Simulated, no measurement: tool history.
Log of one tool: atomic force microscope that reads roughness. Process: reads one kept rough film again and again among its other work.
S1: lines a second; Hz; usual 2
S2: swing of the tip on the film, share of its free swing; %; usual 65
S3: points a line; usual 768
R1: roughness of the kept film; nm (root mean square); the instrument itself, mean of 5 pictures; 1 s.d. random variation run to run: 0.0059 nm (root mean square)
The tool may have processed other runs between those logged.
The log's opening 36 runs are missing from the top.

run 37 day=21.096 | S1=2 S2=65 S3=902 | R1=1.623
run 38 day=21.521 | S1=1.35 S2=72 S3=324 | R1=1.599
run 39 day=22.042 | S1=2.18 S2=59 S3=641 | R1=1.63
run 40 day=22.625 | S1=0.71 S2=82 S3=768 | R1=1.593
-- day=23.075 new tip fitted
run 41 day=23.429 | S1=2 S2=67 S3=298 | R1=1.61
run 42 day=24.079 | S1=1.72 S2=82 S3=261 | R1=1.455
run 43 day=24.892 | S1=0.52 S2=59 S3=502 | R1=1.721
run 44 day=25.688 | S1=0.52 S2=72 S3=401 | R1=1.678
-- day=26.371 new tip fitted
run 45 day=26.388 | S1=0.52 S2=72 S3=401 | R1=1.729
run 46 day=27.029 | S1=0.5 S2=71 S3=529 | R1=1.718
run 47 day=27.517 | S1=0.5 S2=71 S3=529 | R1=1.708
run 48 day=28.021 | S1=1.26 S2=68 S3=359 | R1=1.627
run 49 day=28.829 | S1=1.44 S2=69 S3=359 | R1=1.589
run 50 day=29.192 | S1=0.95 S2=82 S3=353 | R1=1.541
run 51 day=29.579 | S1=2.14 S2=68 S3=768 | R1=1.534
-- day=29.667 new tip fitted
run 52 day=30.296 | S1=1.1 S2=84 S3=628 | R1=1.557
run 53 day=30.729 | S1=1.1 S2=84 S3=628 | R1=1.551

Each row is a separate what-if for the run after 53, all from the same tool condition, not one after another. Results?
run A day=31.458 | S1=1.82 S2=56 S3=768 | R1=?
run B day=31.458 | S1=2 S2=64 S3=694 | R1=?
run C day=31.458 | S1=2.24 S2=73 S3=768 | R1=?

run=A R1=1.685
run=B R1=1.611
run=C R1=1.499
Take away the tool's hidden state, keep each run's random variation, and the runs would have read:
run=A R1=1.736
run=B R1=1.661
run=C R1=1.545
